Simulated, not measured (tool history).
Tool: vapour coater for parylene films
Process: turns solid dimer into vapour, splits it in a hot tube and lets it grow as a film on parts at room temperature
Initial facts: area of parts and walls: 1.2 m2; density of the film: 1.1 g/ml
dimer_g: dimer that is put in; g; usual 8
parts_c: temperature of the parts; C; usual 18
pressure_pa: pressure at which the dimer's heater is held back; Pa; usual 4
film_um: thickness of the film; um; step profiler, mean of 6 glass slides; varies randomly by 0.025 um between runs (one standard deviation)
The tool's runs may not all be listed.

run,hour,dimer_g,parts_c,pressure_pa,film_um
1,0,8,18,4,3.18
2,38.5,8,14,4,3.36
# hour 54.2: trap's valve overhauled
3,70.7,8,18,5.76,3.31
4,99.9,8,18,5.76,3.31
5,127.8,8,24,5.76,2.98
6,172.8,8,18,2.92,3.59
7,220.6,8,20,2.92,3.36
8,243.9,8,20,2.92,3.39
9,274.4,8,18,4,3.33
10,303.2,8,18,4,3.32
11,338.1,8,18,4,3.29
12,368.5,8,18,4,3.27
13,394.5,8,18,4,3.27
14,429.6,8,18,4,3.21
15,467.4,8,18,4,3.24
16,489.7,4,18,4,1.59
17,535.3,4,18,4,1.6
18,583.5,4,18,4,1.57
# hour 625.7: trap's valve overhauled
19,639,4,18,8.65,1.59
20,665.5,4,18,8.65,1.58
21,714.3,8,18,4,3.39
22,750.2,4,17,4,1.7
23,793.2,8,19,2.37,3.48
24,817.9,3,13,5.2,1.3
25,844.5,4,19,4,1.62
26,889.5,4,13,4,1.79
27,935.3,5,18,4,2.06
28,962.2,5,17,4.97,2.01
29,985.4,12,11,2.33,5.74
30,1014.6,12,16,6.84,4.7
31,1066.2,12,16,6.84,4.62
32,1105,8,19,2.77,3.19
33,1131.8,8,19,2.77,3.22
34,1172.8,4,20,4,1.5
# hour 1199: trap's valve overhauled
35,1226.3,9,18,11.58,3.39
36,1257.8,9,18,11.58,3.44
37,1297.3,8,18,5.58,3.27
38,1348.3,8,18,5.58,3.24
39,1397.2,8,22,4.6,3.04
40,1436.8,8,22,4.6,3.08
41,1471.1,7,22,4.6,2.62
42,1502.3,5,18,10.17,1.83

Here are 4 independent what-if runs from the current tool condition. What would each one return?
A,1524.9,5,18,11.42,?
B,1524.9,8,13,4,?
C,1524.9,8,13,9.73,?
D,1524.9,4,11,2.15,?

run,film_um
A,1.77
B,3.53
C,3.2
D,1.97
Without the tool's hidden state the same runs would have given:
run,film_um
A,1.92
B,3.83
C,3.47
D,2.14
